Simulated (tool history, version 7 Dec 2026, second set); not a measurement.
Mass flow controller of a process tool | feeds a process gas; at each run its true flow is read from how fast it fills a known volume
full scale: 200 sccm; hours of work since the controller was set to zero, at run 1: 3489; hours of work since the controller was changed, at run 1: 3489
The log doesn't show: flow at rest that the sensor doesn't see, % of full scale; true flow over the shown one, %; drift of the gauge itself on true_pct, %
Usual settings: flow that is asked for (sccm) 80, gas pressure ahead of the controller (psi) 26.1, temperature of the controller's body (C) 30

| run | hour | flow that is asked for (sccm) | gas pressure ahead of the controller (psi) | temperature of the controller's body (C) | hours of work since the controller was set to zero | hours of work since the controller was changed | true flow (%) |
|---|---|---|---|---|---|---|---|
| 1 | 0.0 | 80 | 26.1 | 30 | 3489 | 3489 | 99.18 |
| 2 | 57.3 | 80 | 26.1 | 30 | 3517 | 3517 | 99.12 |
| 3 | 100.0 | 195 | 26.1 | 30 | 3539 | 3539 | 100.08 |
| 4 | 183.0 | 195 | 26.1 | 30 | 3580 | 3580 | 100.15 |
| 5 | 241.5 | 195 | 26.1 | 30 | 3610 | 3610 | 99.94 |
| 6 | 287.2 | 195 | 26.1 | 30 | 3633 | 3633 | 100.06 |
| 7 | 346.6 | 88 | 26.1 | 30 | 3663 | 3663 | 99.20 |
| 8 | 430.1 | 88 | 26.1 | 30 | 3705 | 3705 | 99.24 |
| 9 | 517.2 | 80 | 26.1 | 30 | 3748 | 3748 | 99.23 |
| 10 | 619.3 | 80 | 26.1 | 30 | 3800 | 3800 | 99.28 |
| 11 | 701.7 | 80 | 26.1 | 30 | 3841 | 3841 | 99.23 |
| 12 | 768.7 | 80 | 26.1 | 30 | 3875 | 3875 | 99.22 |
| 13 | 848.9 | 112 | 26.1 | 30 | 3915 | 3915 | 99.34 |
| 14 | 921.2 | 111 | 26.1 | 30 | 3951 | 3951 | 99.32 |
|  | 927.8 | controller's zero set anew |
| 15 | 992.5 | 71 | 26.1 | 30 | 33 | 3987 | 99.67 |
| 16 | 1054.2 | 51 | 40.2 | 37 | 64 | 4018 | 101.07 |
|  | 1128.8 | controller's zero set anew, once more |
| 17 | 1154.3 | 54 | 25.5 | 30 | 13 | 4068 | 98.04 |
| 18 | 1230.5 | 132 | 26.1 | 38 | 51 | 4106 | 99.75 |
| 19 | 1296.1 | 80 | 25.1 | 20 | 84 | 4139 | 97.21 |
| 20 | 1338.6 | 80 | 31.5 | 30 | 105 | 4161 | 98.44 |
| 21 | 1424.3 | 80 | 29.6 | 28 | 148 | 4204 | 98.14 |
| 22 | 1483.7 | 80 | 26.1 | 28 | 178 | 4234 | 98.12 |
| 23 | 1539.7 | 96 | 23.9 | 39 | 207 | 4262 | 99.43 |
| 24 | 1588.6 | 80 | 21.5 | 30 | 231 | 4286 | 98.21 |
| 25 | 1661.1 | 80 | 21.5 | 24 | 267 | 4323 | 97.51 |
| 26 | 1764.0 | 80 | 21.5 | 24 | 319 | 4374 | 97.55 |
| 27 | 1817.2 | 195 | 22.5 | 26 | 346 | 4401 | 99.25 |
| 28 | 1888.2 | 80 | 37.9 | 22 | 382 | 4437 | 97.60 |
| 29 | 1945.1 | 80 | 24.2 | 35 | 410 | 4465 | 98.77 |
| 30 | 1989.9 | 23 | 32.9 | 21 | 433 | 4488 | 97.19 |

Forecast each of these 4 alternatives for the next run:
| A | 2053.3 | 28 | 36.1 | 20 | 465 | 4520 | ? |
| B | 2053.3 | 114 | 36.1 | 34 | 465 | 4520 | ? |
| C | 2053.3 | 60 | 23.4 | 32 | 465 | 4520 | ? |
| D | 2053.3 | 23 | 32.9 | 29 | 465 | 4520 | ? |

| run | true flow (%) |
|---|---|
| A | 97.08 |
| B | 99.10 |
| C | 98.37 |
| D | 97.95 |
Without the tool's hidden state the same runs would have given:
| run | true flow (%) |
|---|---|
| A | 97.59 |
| B | 99.96 |
| C | 99.14 |
| D | 98.36 |
